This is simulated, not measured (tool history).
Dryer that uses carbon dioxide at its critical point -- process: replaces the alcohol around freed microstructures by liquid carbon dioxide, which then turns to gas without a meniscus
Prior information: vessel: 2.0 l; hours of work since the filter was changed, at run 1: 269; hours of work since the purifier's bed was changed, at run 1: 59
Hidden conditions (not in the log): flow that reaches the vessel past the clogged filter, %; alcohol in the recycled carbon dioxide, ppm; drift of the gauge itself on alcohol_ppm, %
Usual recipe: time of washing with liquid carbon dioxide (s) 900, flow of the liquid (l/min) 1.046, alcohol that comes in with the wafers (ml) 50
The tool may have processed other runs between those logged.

run   hour  time of washing with liquid carbon dioxide (s)  flow of the liquid (l/min)  alcohol that comes in with the wafers (ml)  hours of work since the filter was changed  hours of work since the purifier's bed was changed  alcohol left in the vessel before it's heated (ppm by volume)
  1      0                                             900                       1.046                                          50                                         269                                                  59                                                             53
  2   10.5                                             900                       1.046                                          50                                         274                                                  64                                                             49
  3   25.7                                            1020                       1.046                                          50                                         281                                                  72                                                             29
  4     35                                             900                       1.046                                          50                                         286                                                  76                                                             49
  5   43.5                                             900                       1.046                                          50                                         290                                                  80                                                             62
  6   51.4                                             900                        0.82                                          50                                         294                                                  84                                                            194
  7   62.6                                             900                        0.82                                          50                                         299                                                  90                                                            196
  8   74.6                                             900                       1.046                                          50                                         305                                                  96                                                             65
  9   82.5                                             900                        0.78                                          50                                         309                                                 100                                                            246
 10   95.9                                             900                        0.78                                          50                                         316                                                 106                                                            251
 11  108.5                                             900                        1.68                                          50                                         322                                                 112                                                             14
 12  122.6                                             900                        1.68                                          50                                         329                                                 119                                                             12
 13  135.5                                             900                        1.68                                          50                                         335                                                 126                                                              4
 14  145.2                                             900                        1.68                                          50                                         340                                                 130                                                             15
 15  153.9                                             900                        1.18                                          50                                         344                                                 135                                                             41
 16  167.3                                             900                        1.18                                          50                                         351                                                 141                                                             31
 17  177.4                                             900                        1.18                                          50                                         356                                                 146                                                             37
 18  190.2                                             900                        1.18                                          50                                         362                                                 153                                                             37
 19  198.2                                             900                        1.18                                          50                                         366                                                 157                                                             35
 20  209.2                                             900                       1.046                                          50                                         372                                                 162                                                             64
 21  215.6                                            1440                       1.046                                          50                                         375                                                 165                                                             20
 22  223.6                                             900                       1.046                                          50                                         379                                                 169                                                             61
 23  232.4                                             900                       1.046                                          50                                         383                                                 173                                                             62
 24  244.6                                             900                       1.046                                          50                                         389                                                 179                                                             55
 25    255                                             900                       1.046                                          50                                         394                                                 184                                                             69
 26    265                                             720                        1.17                                         102                                         399                                                 189                                                            196
 27    276                                            1140                        1.02                                          68                                         404                                                 195                                                             30
 28  288.2                                             900                        0.94                                          50                                         410                                                 201                                                            105
 29  302.3                                             900                        0.94                                          50                                         417                                                 208                                                            113
 30  315.4                                             900                        0.94                                          50                                         424                                                 214                                                            116
 31  325.1                                             900                        0.79                                          50                                         428                                                 219                                                            260
 32  331.5                                             900                        1.12                                          50                                         432                                                 222                                                             48
 33  342.4                                            1200                        1.29                                          50                                         437                                                 227                                                             15
 34  350.6                                             900                        0.91                                          57                                         441                                                 231                                                            154
 35  365.8                                            1380                        0.88                                          33                                         449                                                 239                                                             25
 36    372                                             900                        1.08                                          64                                         452                                                 242                                                             66
 37  385.1                                            1080                        0.71                                          50                                         458                                                 248                                                            195
 38  395.1                                             780                        1.04                                          95                                         463                                                 253                                                            250
 39  401.9                                             900                        1.03                                          82                                         466                                                 257                                                            113
 40  411.4                                             960                         0.7                                          28                                         471                                                 261                                                            202
 41  425.1                                             600                         1.2                                          49                                         478                                                 268                                                            230
 42  433.4                                            1080                        1.28                                          50                                         482                                                 272                                                             14
 43  444.2                                            1080                        1.28                                          50                                         487                                                 277                                                             17
 44  457.1                                             660                        1.06                                          32                                         493                                                 284                                                            179
 45    469                                             900                        1.34                                          50                                         499                                                 290                                                             21
 46  478.9                                             960                        0.84                                          28                                         504                                                 294                                                             99
 47  488.7                                             540                       1.046                                          36                                         509                                                 299                                                            483
 48    499                                            1020                        0.74                                          47                                         514                                                 304                                                            200

Predict each of these 3 candidate next runs independently; none follows another, all start after run 48:
  A  510.2                                             600                       1.046                                          25                                         519                                                 310                                                              ?
  B  510.2                                             840                        0.77                                          83                                         519                                                 310                                                              ?
  C  510.2                                             840                        1.68                                          27                                         519                                                 310                                                              ?

run  alcohol left in the vessel before it's heated (ppm by volume)
  A                                                            235
  B                                                            681
  C                                                             21
Take away the tool's hidden state, keep each run's random variation, and the runs would have read:
run  alcohol left in the vessel before it's heated (ppm by volume)
  A                                                            150
  B                                                            451
  C                                                              5

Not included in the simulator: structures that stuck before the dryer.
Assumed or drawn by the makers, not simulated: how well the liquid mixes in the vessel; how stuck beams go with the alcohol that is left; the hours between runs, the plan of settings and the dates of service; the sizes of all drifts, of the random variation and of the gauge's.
